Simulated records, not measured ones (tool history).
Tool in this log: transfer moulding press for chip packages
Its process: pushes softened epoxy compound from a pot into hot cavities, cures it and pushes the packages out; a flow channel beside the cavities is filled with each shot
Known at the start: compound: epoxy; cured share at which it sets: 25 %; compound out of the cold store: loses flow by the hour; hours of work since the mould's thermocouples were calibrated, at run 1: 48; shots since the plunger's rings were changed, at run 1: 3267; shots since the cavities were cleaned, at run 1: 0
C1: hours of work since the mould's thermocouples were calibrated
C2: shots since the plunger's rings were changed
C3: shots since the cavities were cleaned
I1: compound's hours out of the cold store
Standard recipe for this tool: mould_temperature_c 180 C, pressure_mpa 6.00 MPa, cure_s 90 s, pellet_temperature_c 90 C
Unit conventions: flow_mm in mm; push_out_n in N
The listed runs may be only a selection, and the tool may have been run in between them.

{"run": 1, "hour": 0.0, "mould_temperature_c": 180, "pressure_mpa": 6.0, "cure_s": 90, "pellet_temperature_c": 90, "C1": 48, "C2": 3267, "C3": 0, "I1": 26.0, "flow_mm": 745, "push_out_n": 512}
{"hour": 28.3, "done": "plunger's sealing rings changed"}
{"run": 2, "hour": 28.3, "mould_temperature_c": 180, "pressure_mpa": 6.0, "cure_s": 90, "pellet_temperature_c": 90, "C1": 68, "C2": 0, "C3": 358, "I1": 20.0, "flow_mm": 822, "push_out_n": 806}
{"hour": 37.0, "done": "cavities cleaned with cleaning compound and waxed"}
{"run": 3, "hour": 51.1, "mould_temperature_c": 180, "pressure_mpa": 6.0, "cure_s": 90, "pellet_temperature_c": 90, "C1": 84, "C2": 293, "C3": 194, "I1": 11.4, "flow_mm": 874, "push_out_n": 737}
{"hour": 71.9, "done": "cavities cleaned with cleaning compound and waxed"}
{"run": 4, "hour": 72.5, "mould_temperature_c": 180, "pressure_mpa": 6.0, "cure_s": 90, "pellet_temperature_c": 90, "C1": 99, "C2": 569, "C3": 8, "I1": 20.6, "flow_mm": 811, "push_out_n": 518}
{"run": 5, "hour": 90.6, "mould_temperature_c": 180, "pressure_mpa": 5.63, "cure_s": 90, "pellet_temperature_c": 90, "C1": 112, "C2": 819, "C3": 258, "I1": 27.8, "flow_mm": 738, "push_out_n": 753}
{"hour": 106.9, "done": "cavities cleaned with cleaning compound and waxed"}
{"run": 6, "hour": 109.4, "mould_temperature_c": 180, "pressure_mpa": 6.0, "cure_s": 90, "pellet_temperature_c": 90, "C1": 125, "C2": 1058, "C3": 34, "I1": 21.6, "flow_mm": 800, "push_out_n": 570}
{"run": 7, "hour": 137.3, "mould_temperature_c": 180, "pressure_mpa": 6.0, "cure_s": 90, "pellet_temperature_c": 90, "C1": 146, "C2": 1445, "C3": 421, "I1": 27.0, "flow_mm": 759, "push_out_n": 880}
{"hour": 141.6, "done": "cavities cleaned with cleaning compound and waxed"}
{"run": 8, "hour": 153.0, "mould_temperature_c": 188, "pressure_mpa": 6.0, "cure_s": 106, "pellet_temperature_c": 99, "C1": 157, "C2": 1642, "C3": 159, "I1": 32.2, "flow_mm": 714, "push_out_n": 568}
{"run": 9, "hour": 167.1, "mould_temperature_c": 182, "pressure_mpa": 6.0, "cure_s": 100, "pellet_temperature_c": 90, "C1": 167, "C2": 1836, "C3": 353, "I1": 46.4, "flow_mm": 645, "push_out_n": 692}
{"hour": 177.0, "done": "cavities cleaned with cleaning compound and waxed"}
{"run": 10, "hour": 182.4, "mould_temperature_c": 185, "pressure_mpa": 5.74, "cure_s": 100, "pellet_temperature_c": 90, "C1": 178, "C2": 2027, "C3": 75, "I1": 17.9, "flow_mm": 785, "push_out_n": 518}
{"run": 11, "hour": 197.5, "mould_temperature_c": 187, "pressure_mpa": 7.37, "cure_s": 100, "pellet_temperature_c": 95, "C1": 189, "C2": 2236, "C3": 284, "I1": 34.6, "flow_mm": 771, "push_out_n": 643}
{"hour": 213.0, "done": "cavities cleaned with cleaning compound and waxed"}
{"run": 12, "hour": 216.2, "mould_temperature_c": 176, "pressure_mpa": 4.63, "cure_s": 97, "pellet_temperature_c": 83, "C1": 202, "C2": 2474, "C3": 44, "I1": 23.8, "flow_mm": 681, "push_out_n": 639}
{"run": 13, "hour": 237.5, "mould_temperature_c": 179, "pressure_mpa": 6.0, "cure_s": 90, "pellet_temperature_c": 90, "C1": 218, "C2": 2769, "C3": 339, "I1": 30.0, "flow_mm": 732, "push_out_n": 803}
{"hour": 248.7, "done": "cavities cleaned with cleaning compound and waxed"}
{"run": 14, "hour": 254.7, "mould_temperature_c": 180, "pressure_mpa": 5.64, "cure_s": 96, "pellet_temperature_c": 86, "C1": 230, "C2": 2986, "C3": 82, "I1": 34.1, "flow_mm": 682, "push_out_n": 563}

Take each entry between the runs: how does the hidden state at the last listed run before it differ from the hidden state at the first listed run after it?
Run 1 -> run 2: plunger's sealing rings changed (hour 28.3)
  true mould temperature over the reading, C: -0.23 -> -0.25; pressure that reaches the compound, % of what is set: 90.92 -> 99.67; grip of the stained cavities, % over clean ones': 2.9 -> 60.9
  the result without the hidden state subtracted from the measured one, flow_mm: -35 -> -1 mm; push_out_n: +19 -> +308 N
Run 2 -> run 3: cavities cleaned with cleaning compound and waxed (hour 37.0)
  true mould temperature over the reading, C: -0.25 -> -0.27; pressure that reaches the compound, % of what is set: 99.67 -> 98.93; grip of the stained cavities, % over clean ones': 60.9 -> 41.1
  the result without the hidden state subtracted from the measured one, flow_mm: -1 -> -4 mm; push_out_n: +308 -> +218 N
Run 3 -> run 4: cavities cleaned with cleaning compound and waxed (hour 71.9)
  true mould temperature over the reading, C: -0.27 -> -0.28; pressure that reaches the compound, % of what is set: 98.93 -> 98.27; grip of the stained cavities, % over clean ones': 41.1 -> 2.4
  the result without the hidden state subtracted from the measured one, flow_mm: -4 -> -6 mm; push_out_n: +218 -> +17 N
Run 5 -> run 6: cavities cleaned with cleaning compound and waxed (hour 106.9)
  true mould temperature over the reading, C: -0.29 -> -0.3; pressure that reaches the compound, % of what is set: 97.63 -> 97.03; grip of the stained cavities, % over clean ones': 48.1 -> 10.8
  the result without the hidden state subtracted from the measured one, flow_mm: -9 -> -11 mm; push_out_n: +249 -> +61 N
Run 7 -> run 8: cavities cleaned with cleaning compound and waxed (hour 141.6)
  true mould temperature over the reading, C: -0.32 -> -0.33; pressure that reaches the compound, % of what is set: 95.9 -> 95.32; grip of the stained cavities, % over clean ones': 68.8 -> 28.8
  the result without the hidden state subtracted from the measured one, flow_mm: -16 -> -16 mm; push_out_n: +365 -> +125 N
Run 9 -> run 10: cavities cleaned with cleaning compound and waxed (hour 177.0)
  true mould temperature over the reading, C: -0.34 -> -0.35; pressure that reaches the compound, % of what is set: 94.86 -> 94.42; grip of the stained cavities, % over clean ones': 57.7 -> 16.6
  the result without the hidden state subtracted from the measured one, flow_mm: -16 -> -22 mm; push_out_n: +254 -> +74 N
Run 11 -> run 12: cavities cleaned with cleaning compound and waxed (hour 213.0)
  true mould temperature over the reading, C: -0.35 -> -0.37; pressure that reaches the compound, % of what is set: 93.87 -> 93.27; grip of the stained cavities, % over clean ones': 49.3 -> 14.3
  the result without the hidden state subtracted from the measured one, flow_mm: -24 -> -24 mm; push_out_n: +213 -> +90 N
Run 13 -> run 14: cavities cleaned with cleaning compound and waxed (hour 248.7)
  true mould temperature over the reading, C: -0.38 -> -0.39; pressure that reaches the compound, % of what is set: 92.49 -> 91.94; grip of the stained cavities, % over clean ones': 60.6 -> 19.4
  the result without the hidden state subtracted from the measured one, flow_mm: -28 -> -28 mm; push_out_n: +311 -> +96 N

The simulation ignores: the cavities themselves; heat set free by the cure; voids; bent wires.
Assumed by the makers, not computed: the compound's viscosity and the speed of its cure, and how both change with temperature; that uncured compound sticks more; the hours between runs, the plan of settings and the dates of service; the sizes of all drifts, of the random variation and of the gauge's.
